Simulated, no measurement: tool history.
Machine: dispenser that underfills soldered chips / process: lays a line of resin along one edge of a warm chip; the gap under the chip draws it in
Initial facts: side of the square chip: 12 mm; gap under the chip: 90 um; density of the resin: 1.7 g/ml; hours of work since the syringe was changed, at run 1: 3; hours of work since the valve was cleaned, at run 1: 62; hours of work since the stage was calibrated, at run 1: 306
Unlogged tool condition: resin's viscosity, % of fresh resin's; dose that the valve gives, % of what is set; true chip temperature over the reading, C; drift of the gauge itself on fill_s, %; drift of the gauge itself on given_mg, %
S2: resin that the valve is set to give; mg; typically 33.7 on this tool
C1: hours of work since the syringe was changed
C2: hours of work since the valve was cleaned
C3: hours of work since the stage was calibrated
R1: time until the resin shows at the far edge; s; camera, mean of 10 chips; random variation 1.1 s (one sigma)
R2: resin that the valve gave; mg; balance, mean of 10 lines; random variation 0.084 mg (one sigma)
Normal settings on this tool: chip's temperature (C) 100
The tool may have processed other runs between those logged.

run 1 hour=0.0 | chip's_temperature_(C)=100 S2=33.7 | C1=3 C2=62 C3=306 | R1=122.5 R2=32.39
-- hour=3.2 dispensing valve cleaned and set on the balance
-- hour=6.1 new syringe of resin
run 2 hour=10.7 | chip's_temperature_(C)=100 S2=33.7 | C1=3 C2=5 C3=312 | R1=119.0 R2=33.36
-- hour=16.6 new syringe of resin
run 3 hour=19.7 | chip's_temperature_(C)=100 S2=33.7 | C1=2 C2=10 C3=318 | R1=113.7 R2=33.42
run 4 hour=25.9 | chip's_temperature_(C)=100 S2=33.7 | C1=6 C2=14 C3=322 | R1=131.5 R2=33.16
-- hour=26.9 new syringe of resin
run 5 hour=34.3 | chip's_temperature_(C)=100 S2=33.7 | C1=5 C2=19 C3=327 | R1=124.2 R2=33.15
-- hour=37.0 new syringe of resin
run 6 hour=45.4 | chip's_temperature_(C)=100 S2=33.7 | C1=5 C2=26 C3=334 | R1=131.2 R2=32.99
-- hour=47.0 new syringe of resin
run 7 hour=55.9 | chip's_temperature_(C)=100 S2=36.0 | C1=6 C2=33 C3=341 | R1=129.3 R2=35.02
-- hour=57.4 new syringe of resin
-- hour=68.0 new syringe of resin
run 8 hour=68.5 | chip's_temperature_(C)=100 S2=36.0 | C1=0 C2=41 C3=348 | R1=110.5 R2=35.05
run 9 hour=75.3 | chip's_temperature_(C)=110 S2=33.7 | C1=5 C2=45 C3=353 | R1=83.7 R2=32.66
-- hour=78.7 new syringe of resin
run 10 hour=85.1 | chip's_temperature_(C)=95 S2=33.7 | C1=4 C2=51 C3=359 | R1=155.0 R2=32.70
-- hour=88.9 new syringe of resin
run 11 hour=96.2 | chip's_temperature_(C)=100 S2=33.7 | C1=5 C2=58 C3=366 | R1=125.0 R2=32.30
-- hour=98.6 new syringe of resin
-- hour=104.9 dispensing valve cleaned and set on the balance
-- hour=109.6 new syringe of resin
run 12 hour=110.4 | chip's_temperature_(C)=88 S2=33.7 | C1=1 C2=3 C3=374 | R1=191.6 R2=33.55
-- hour=119.4 new syringe of resin
run 13 hour=119.6 | chip's_temperature_(C)=88 S2=33.7 | C1=0 C2=9 C3=379 | R1=188.3 R2=33.55
run 14 hour=126.7 | chip's_temperature_(C)=100 S2=33.7 | C1=5 C2=14 C3=384 | R1=128.7 R2=33.50
-- hour=129.5 new syringe of resin
run 15 hour=135.0 | chip's_temperature_(C)=100 S2=33.7 | C1=4 C2=19 C3=389 | R1=122.1 R2=33.23
-- hour=139.6 new syringe of resin
run 16 hour=147.4 | chip's_temperature_(C)=100 S2=33.7 | C1=5 C2=27 C3=397 | R1=127.5 R2=33.24
-- hour=149.6 new syringe of resin
run 17 hour=157.4 | chip's_temperature_(C)=100 S2=33.7 | C1=5 C2=33 C3=403 | R1=127.3 R2=33.03
-- hour=160.0 new syringe of resin
run 18 hour=165.0 | chip's_temperature_(C)=90 S2=28.7 | C1=3 C2=37 C3=408 | R1=202.4 R2=27.97
-- hour=170.3 new syringe of resin
run 19 hour=174.6 | chip's_temperature_(C)=90 S2=28.7 | C1=3 C2=43 C3=414 | R1=198.8 R2=27.83
-- hour=180.8 new syringe of resin
run 20 hour=183.5 | chip's_temperature_(C)=108 S2=42.1 | C1=2 C2=49 C3=419 | R1=81.1 R2=40.59

Run 21 is up next; what results do you expect?
-- hour=190.6 new syringe of resin
run 21 hour=191.0 | chip's_temperature_(C)=88 S2=34.6 | C1=0 C2=54 C3=424 | R1=? R2=?

Run 21 yielded R1 189.1 s, R2 33.43 mg.
Take away the tool's hidden state, keep the run-to-run variation as it was, and the same run would have given R1 181.7 s, R2 34.62 mg.
